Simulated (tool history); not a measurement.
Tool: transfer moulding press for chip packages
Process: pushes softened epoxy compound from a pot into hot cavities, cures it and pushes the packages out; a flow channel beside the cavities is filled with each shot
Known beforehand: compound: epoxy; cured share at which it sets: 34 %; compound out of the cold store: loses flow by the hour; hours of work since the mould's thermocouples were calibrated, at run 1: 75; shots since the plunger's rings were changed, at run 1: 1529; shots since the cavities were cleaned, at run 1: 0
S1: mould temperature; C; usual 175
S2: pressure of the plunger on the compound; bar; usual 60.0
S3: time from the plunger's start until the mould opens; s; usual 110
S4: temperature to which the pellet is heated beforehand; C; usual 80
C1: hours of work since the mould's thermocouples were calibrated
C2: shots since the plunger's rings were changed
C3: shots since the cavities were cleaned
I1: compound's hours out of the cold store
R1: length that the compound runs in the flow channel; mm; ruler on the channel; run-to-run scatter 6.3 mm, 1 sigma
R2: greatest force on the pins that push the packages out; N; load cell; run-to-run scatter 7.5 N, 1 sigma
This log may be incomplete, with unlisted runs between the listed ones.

run	hour	S1	S2	S3	S4	C1	C2	C3	I1	R1	R2
1	0.0	175	60.0	110	80	75	1529	0	21.4	791	310
2	21.3	175	60.0	110	80	85	1699	170	14.9	812	315
3	34.7	175	60.0	110	80	90	1807	278	36.6	739	328
4	57.3	175	47.4	110	80	100	1987	458	15.3	719	320
5	73.5	175	58.6	110	80	108	2116	587	19.0	795	327
# hour 77.5: cavities cleaned with cleaning compound and waxed
6	90.6	175	58.6	110	80	114	2242	105	10.0	825	334
7	107.2	175	58.6	110	80	122	2374	237	20.0	773	321
8	131.5	175	58.6	110	80	133	2568	431	14.6	812	330
9	146.7	175	58.6	110	80	139	2690	553	33.2	734	322
# hour 154.8: cavities cleaned with cleaning compound and waxed
10	166.3	175	58.6	110	80	147	2835	92	27.0	761	331
11	195.7	175	60.0	110	80	160	3070	327	37.0	734	328
12	221.3	175	64.3	110	80	171	3275	532	40.7	758	318
# hour 233.5: cavities cleaned with cleaning compound and waxed
13	248.9	175	64.3	110	80	183	3483	122	35.9	766	310
# hour 268.4: plunger's sealing rings changed
14	278.9	175	64.3	110	80	195	83	342	13.9	845	337
15	293.3	175	64.3	110	80	202	199	458	40.2	753	319
# hour 314.3: cavities cleaned with cleaning compound and waxed
16	318.2	175	64.3	110	80	212	386	31	16.8	835	322
17	331.8	174	46.0	127	80	218	494	139	14.8	727	302
18	351.3	174	68.0	127	80	226	651	296	19.4	846	313
19	368.6	174	68.0	110	80	234	789	434	26.7	815	325
# hour 390.9: cavities cleaned with cleaning compound and waxed
20	397.1	174	68.0	110	80	246	1005	50	22.3	850	338
21	416.2	178	68.0	131	80	254	1157	202	22.2	836	293
22	430.0	178	68.0	131	80	261	1268	313	27.1	798	292
23	441.9	170	56.5	110	80	266	1363	408	21.0	784	405
24	463.4	175	60.0	144	79	275	1535	580	29.4	754	293
# hour 467.4: cavities cleaned with cleaning compound and waxed
25	483.5	180	62.9	93	85	284	1684	129	18.4	797	328
26	502.5	180	62.9	93	85	292	1836	281	44.6	701	304
27	526.3	175	60.3	98	80	302	2026	471	42.8	721	348
# hour 544.2: cavities cleaned with cleaning compound and waxed
28	545.6	175	60.3	98	80	310	2169	11	21.3	803	372
29	566.3	175	60.3	92	71	319	2334	176	14.7	821	423

Forecast each of these 3 alternatives for the next run:
A	583.6	175	60.6	147	71	327	2473	315	8.7	?	?
B	583.6	175	60.3	92	83	327	2473	315	33.6	?	?
C	583.6	168	60.0	110	84	327	2473	315	12.9	?	?

run	R1	R2
A	863	280
B	749	397
C	839	502
What these runs would have given with no unlogged condition in the tool:
run	R1	R2
A	864	277
B	749	393
C	839	497
